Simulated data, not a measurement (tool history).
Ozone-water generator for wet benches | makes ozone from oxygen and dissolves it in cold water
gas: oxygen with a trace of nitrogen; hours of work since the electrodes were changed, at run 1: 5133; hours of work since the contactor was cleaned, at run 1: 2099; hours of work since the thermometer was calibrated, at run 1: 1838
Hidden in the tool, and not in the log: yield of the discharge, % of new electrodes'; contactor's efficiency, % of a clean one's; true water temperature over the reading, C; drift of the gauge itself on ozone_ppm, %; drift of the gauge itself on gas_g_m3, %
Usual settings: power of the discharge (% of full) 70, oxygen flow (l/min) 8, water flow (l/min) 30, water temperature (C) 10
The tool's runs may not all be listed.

run    hour  power of the discharge (% of full)  oxygen flow (l/min)  water flow (l/min)  water temperature (C)  hours of work since the electrodes were changed  hours of work since the contactor was cleaned  hours of work since the thermometer was calibrated  dissolved ozone (ppm)  ozone in the gas ahead of the water (g/m3)
  1       0                                  70                    8                  30                     10                                             5133                                           2099                                                1838                   14.9                                       138.4
  2     117                                  70                    8                  30                     10                                             5218                                           2184                                                1923                   14.9                                       138.6
  3   247.2                                  70                    8                  30                     10                                             5312                                           2278                                                2017                   14.3                                       136.9
  4   459.8                                  54                    8                  30                     10                                             5465                                           2432                                                2171                   12.2                                       114.4
  5   560.1                                  54                    8                  30                     16                                             5538                                           2504                                                2243                     11                                       111.5
  6   687.7                                  54                    8                  30                     16                                             5630                                           2596                                                2336                   11.1                                       114.7
  7   894.1                                  70                 4.72                  30                     10                                             5780                                           2746                                                2485                   13.5                                       177.1
  8   989.4                                  70                 6.27                  30                     10                                             5849                                           2815                                                2554                   13.6                                       148.4
  9  1134.8                                  91                    8                  30                     10                                             5954                                           2920                                                2659                   16.4                                         156
 10  1262.2                                  91                    8                  30                     10                                             6046                                           3012                                                2751                   16.1                                       153.9
 11    1403                                  91                    8                  30                     10                                             6148                                           3114                                                2853                   16.2                                       152.9
 12    1608                                  91                    8                  30                      6                                             6296                                           3262                                                3001                   16.6                                       151.3
 13  1774.2                                  60                    8                  30                     10                                             6416                                           3382                                                3121                   12.4                                       115.2
 14  1933.4                                  60                    8                  30                     10                                             6531                                           3497                                                3236                   12.1                                       114.5
 15  2128.1                                  60                    8                  30                     10                                             6672                                           3638                                                3377                   11.9                                       114.3
 16  2260.8                                  41                    8                  30                     10                                             6768                                           3734                                                3473                    9.4                                        89.9
 17  2461.9                                  41                    8                  30                     11                                             6913                                           3880                                                3619                      9                                        88.3
 18  2638.3                                  75                  8.8                  19                     14                                             7041                                           4007                                                3746                   17.9                                       120.7
 19  2808.3                                  75                  8.8                  19                     14                                             7164                                           4130                                                3869                   17.4                                       120.2
     2828.4  -- water thermometer calibrated
 20    2910                                  64                11.87                  37                     14                                             7237                                           4203                                                  59                    9.4                                        92.8
 21  3076.6                                  64                11.87                  37                     14                                             7358                                           4324                                                 179                    9.3                                        91.4
 22  3263.2                                  45                    8                  30                     10                                             7493                                           4459                                                 314                    9.6                                        90.4
 23  3444.1                                  98                    8                  25                     10                                             7623                                           4590                                                 445                   17.5                                       143.4
       3570  -- electrodes of the discharge changed
 24  3637.4                                  71                 6.54                  38                     12                                               49                                           4725                                                 581                   14.3                                       204.5
 25  3835.7                                  74                 6.81                  22                     12                                              192                                           4868                                                 724                   24.3                                       205.1
     3945.6  -- water thermometer calibrated, once more
 26  3978.1                                  70                 8.38                  30                      9                                              295                                           4971                                                  24                   18.8                                       173.7
 27  4087.5                                  74                    8                  39                      6                                              374                                           5050                                                 103                   15.7                                       186.8
 28  4224.9                                  74                    8                  39                      6                                              473                                           5150                                                 202                   15.6                                       188.3
 29  4336.1                                  70                    8                  20                      7                                              554                                           5230                                                 282                   26.7                                       176.2
     4514.7  -- contactor cleaned
 30  4530.8                                  70                    8                  20                      7                                              692                                             12                                                 420                   28.2                                       175.5
 31  4625.2                                  72                    8                  30                     10                                              760                                             80                                                 489                   19.8                                       179.5
 32  4728.1                                  59                10.65                  30                     16                                              834                                            154                                                 563                     15                                       127.6
 33    4918                                  63                 7.26                  30                     10                                              972                                            292                                                 700                   17.4                                       167.5

Forecast each of these 4 alternatives for the next run:
  A  5121.7                                  40                 11.1                  40                     10                                             1119                                            439                                                 848                      ?                                           ?
  B  5121.7                                  70                    8                  30                     16                                             1119                                            439                                                 848                      ?                                           ?
  C  5121.7                                  63                 7.26                  45                     12                                             1119                                            439                                                 848                      ?                                           ?
  D  5121.7                                  56                 7.26                  34                      8                                             1119                                            439                                                 848                      ?                                           ?

run  dissolved ozone (ppm)  ozone in the gas ahead of the water (g/m3)
  A                    9.1                                        89.2
  B                   17.3                                       171.2
  C                   11.4                                       164.9
  D                   14.2                                       149.7
Without the tool's hidden state the same runs would have given:
run  dissolved ozone (ppm)  ozone in the gas ahead of the water (g/m3)
  A                    9.5                                        91.5
  B                   18.3                                         180
  C                     12                                       172.6
  D                   14.9                                       155.9
